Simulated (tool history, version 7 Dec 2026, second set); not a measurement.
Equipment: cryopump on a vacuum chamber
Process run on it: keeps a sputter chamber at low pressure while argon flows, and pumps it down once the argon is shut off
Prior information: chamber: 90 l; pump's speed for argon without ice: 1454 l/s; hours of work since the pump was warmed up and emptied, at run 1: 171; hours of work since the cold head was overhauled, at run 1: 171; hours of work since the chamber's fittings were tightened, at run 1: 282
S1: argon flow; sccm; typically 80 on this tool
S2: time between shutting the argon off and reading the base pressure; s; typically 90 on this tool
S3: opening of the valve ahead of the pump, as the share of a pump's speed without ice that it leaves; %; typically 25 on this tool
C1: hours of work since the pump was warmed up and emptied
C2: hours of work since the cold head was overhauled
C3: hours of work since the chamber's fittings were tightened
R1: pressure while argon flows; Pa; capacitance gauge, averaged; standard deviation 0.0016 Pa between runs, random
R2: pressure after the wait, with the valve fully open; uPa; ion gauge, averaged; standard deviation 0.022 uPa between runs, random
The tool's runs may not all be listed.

run,hour,S1,S2,S3,C1,C2,C3,R1,R2
1,0,80,90,25,171,171,282,0.3746,0.87
2,15.6,80,90,25,180,180,291,0.3748,0.9
3,29.8,80,90,33,188,188,299,0.2877,0.95
4,43.4,80,90,33,196,196,307,0.2868,0.91
5,56.7,46,90,25,203,203,315,0.2141,0.92
6,69.3,80,90,25,210,210,322,0.3753,0.93
7,77.1,80,90,25,215,215,326,0.3745,0.91
8,88.4,80,90,25,221,221,333,0.3752,0.94
9,95.6,80,90,25,225,225,337,0.3745,0.94
10,105.8,80,90,25,231,231,343,0.3762,0.99
11,119.7,80,90,25,239,239,351,0.3771,0.97
12,136,80,90,25,249,249,360,0.3773,0.94
13,143.4,80,90,25,253,253,364,0.3783,0.93
14,151.2,80,90,25,257,257,369,0.3753,0.99
15,167.4,80,90,25,267,267,378,0.3768,1
16,181.6,80,90,25,275,275,386,0.3751,1.02
17,191.2,80,90,25,280,280,392,0.3732,1.04
18,206.5,80,90,25,289,289,401,0.3749,1.04
19,216.3,102,23,52,295,295,406,0.2354,1.96
20,223.1,87,47,52,299,299,410,0.2027,1.31
21,237,80,81,25,307,307,418,0.3825,1.06
22,248,70,216,53,313,313,424,0.1597,0.84
23,259.9,70,216,53,320,320,431,0.16,0.89
24,268.8,70,216,53,325,325,436,0.1589,0.86
25,281,70,89,31,332,332,443,0.2684,1.07
26,290.9,60,90,38,337,337,449,0.1884,1.07
27,299.8,60,90,27,343,343,454,0.2639,1.15
28,314.9,39,35,16,351,351,463,0.2871,1.68
29,327.4,39,35,16,358,358,470,0.288,1.64
30,337.1,52,113,20,364,364,476,0.3045,1.03
31,350,52,113,20,371,371,483,0.3068,1.04
32,361.2,80,124,29,378,378,489,0.3274,1.03
33,374.3,80,124,29,385,385,497,0.3291,1.06
34,383,80,124,29,390,390,502,0.3301,1.08

Subtracting, for every run, the result it would have given without the tool's unlogged condition from the measured result gives the following. The same run-to-run variation enters both numbers; the gauge's scatter may not:
The hidden state here: pump's speed, % of a pump's without ice; cold plate's temperature, K; leak into the chamber, uPa l/s; drift of the gauge itself on working_pa, %; drift of the gauge itself on base_upa, %.
run,R1,R2
1,+0.0036,+0.35
2,+0.0037,+0.35
3,+0.0039,+0.38
4,+0.0041,+0.38
5,+0.0024,+0.38
6,+0.0043,+0.39
7,+0.0043,+0.39
8,+0.0045,+0.41
9,+0.0046,+0.41
10,+0.0047,+0.41
11,+0.0048,+0.44
12,+0.005,+0.43
13,+0.0051,+0.44
14,+0.0051,+0.43
15,+0.0053,+0.46
16,+0.0055,+0.47
17,+0.0056,+0.49
18,+0.0058,+0.49
19,+0.0076,+0.48
20,+0.0066,+0.5
21,+0.0062,+0.5
22,+0.0055,+0.52
23,+0.0056,+0.51
24,+0.0057,+0.53
25,+0.0058,+0.53
26,+0.0051,+0.53
27,+0.0051,+0.56
28,+0.0034,+0.58
29,+0.0036,+0.57
30,+0.0047,+0.57
31,+0.0048,+0.59
32,+0.0075,+0.61
33,+0.0077,+0.61
34,+0.0078,+0.6

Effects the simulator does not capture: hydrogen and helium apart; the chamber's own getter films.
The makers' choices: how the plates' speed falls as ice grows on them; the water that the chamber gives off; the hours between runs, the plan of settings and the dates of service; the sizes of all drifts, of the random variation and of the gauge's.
